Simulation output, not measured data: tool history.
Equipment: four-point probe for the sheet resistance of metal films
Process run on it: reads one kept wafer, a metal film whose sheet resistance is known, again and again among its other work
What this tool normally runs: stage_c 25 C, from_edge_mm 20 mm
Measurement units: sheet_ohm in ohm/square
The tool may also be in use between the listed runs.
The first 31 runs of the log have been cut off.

run,hour,stage_c,from_edge_mm,sheet_ohm
32,445.2,34,5,0.053359
33,455.8,34,5,0.053348
34,474.3,34,5,0.053357
35,483.3,23,11,0.052338
36,500.5,23,11,0.052327
37,514.3,35,8,0.052709
38,526,33,29,0.052276
39,538.5,25,5,0.053243
40,547.9,24,7,0.052693
41,556.9,23,7,0.052694
42,572.6,33,17,0.052354
43,591.7,23,34,0.05216
44,608.5,19,11,0.052295

4 options for the next run, each taken on its own from the tool as it stands now. Forecast them:
A,625,26,20,?
B,625,31,35,?
C,625,33,12,?
D,625,29,11,?

run,sheet_ohm
A,0.052239
B,0.052227
C,0.052448
D,0.052441
With no hidden state in the tool, these same runs would have given:
run,sheet_ohm
A,0.052018
B,0.052006
C,0.052227
D,0.052219
